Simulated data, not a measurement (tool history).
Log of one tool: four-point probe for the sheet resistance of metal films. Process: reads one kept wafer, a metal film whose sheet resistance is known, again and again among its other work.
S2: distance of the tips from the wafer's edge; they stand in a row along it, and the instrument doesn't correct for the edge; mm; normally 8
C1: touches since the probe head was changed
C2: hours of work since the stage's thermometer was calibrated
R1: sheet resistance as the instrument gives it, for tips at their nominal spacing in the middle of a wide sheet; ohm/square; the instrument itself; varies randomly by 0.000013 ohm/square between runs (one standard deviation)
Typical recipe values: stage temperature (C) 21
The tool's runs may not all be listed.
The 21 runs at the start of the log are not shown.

run 22 hour=1446 | stage_temperature_(C)=21 S2=8 | C1=41397 C2=299 | R1=0.062334
run 23 hour=1529 | stage_temperature_(C)=21 S2=8 | C1=44358 C2=348 | R1=0.062286
run 24 hour=1628.7 | stage_temperature_(C)=31 S2=15 | C1=47915 C2=408 | R1=0.061645
run 25 hour=1698.7 | stage_temperature_(C)=31 S2=19 | C1=50414 C2=450 | R1=0.061537
run 26 hour=1767.1 | stage_temperature_(C)=27 S2=8 | C1=52857 C2=490 | R1=0.062212
run 27 hour=1834 | stage_temperature_(C)=22 S2=8 | C1=55242 C2=530 | R1=0.062227
run 28 hour=1935.2 | stage_temperature_(C)=23 S2=5 | C1=58853 C2=591 | R1=0.063437
run 29 hour=1986.5 | stage_temperature_(C)=23 S2=5 | C1=60685 C2=621 | R1=0.063432
run 30 hour=2042.5 | stage_temperature_(C)=23 S2=27 | C1=62683 C2=655 | R1=0.061419
run 31 hour=2132.6 | stage_temperature_(C)=21 S2=7 | C1=65900 C2=708 | R1=0.062435
run 32 hour=2193.1 | stage_temperature_(C)=30 S2=27 | C1=68059 C2=744 | R1=0.061355
run 33 hour=2239.4 | stage_temperature_(C)=35 S2=42 | C1=69711 C2=772 | R1=0.061295
run 34 hour=2287 | stage_temperature_(C)=20 S2=12 | C1=71410 C2=800 | R1=0.061699
run 35 hour=2377.7 | stage_temperature_(C)=27 S2=5 | C1=74645 C2=854 | R1=0.063316
run 36 hour=2463.7 | stage_temperature_(C)=23 S2=31 | C1=77717 C2=906 | R1=0.061309
run 37 hour=2544.3 | stage_temperature_(C)=20 S2=17 | C1=80591 C2=954 | R1=0.061451
run 38 hour=2598.3 | stage_temperature_(C)=20 S2=23 | C1=82520 C2=986 | R1=0.061366
run 39 hour=2681.4 | stage_temperature_(C)=25 S2=19 | C1=85485 C2=1035 | R1=0.061386
run 40 hour=2726.6 | stage_temperature_(C)=25 S2=19 | C1=87100 C2=1062 | R1=0.061372
run 41 hour=2825.8 | stage_temperature_(C)=25 S2=16 | C1=90638 C2=1122 | R1=0.061385
run 42 hour=2872.3 | stage_temperature_(C)=21 S2=8 | C1=92300 C2=1149 | R1=0.062025
run 43 hour=2931.5 | stage_temperature_(C)=34 S2=61 | C1=94411 C2=1185 | R1=0.061134

Each row is a separate what-if for the run after 43, all from the same tool condition, not one after another. Results?
run A hour=3011.3 | stage_temperature_(C)=18 S2=7 | C1=97258 C2=1232 | R1=?
run B hour=3011.3 | stage_temperature_(C)=23 S2=26 | C1=97258 C2=1232 | R1=?
run C hour=3011.3 | stage_temperature_(C)=18 S2=7 | C1=97258 C2=1232 | R1=?
run D hour=3011.3 | stage_temperature_(C)=21 S2=11 | C1=97258 C2=1232 | R1=?
run E hour=3011.3 | stage_temperature_(C)=26 S2=36 | C1=97258 C2=1232 | R1=?

run=A R1=0.062242
run=B R1=0.061242
run=C R1=0.062261
run=D R1=0.061617
run=E R1=0.061201
Stripped of hidden state, with their random variation kept, the same runs would have yielded:
run=A R1=0.06299
run=B R1=0.061981
run=C R1=0.06301
run=D R1=0.062359
run=E R1=0.06194
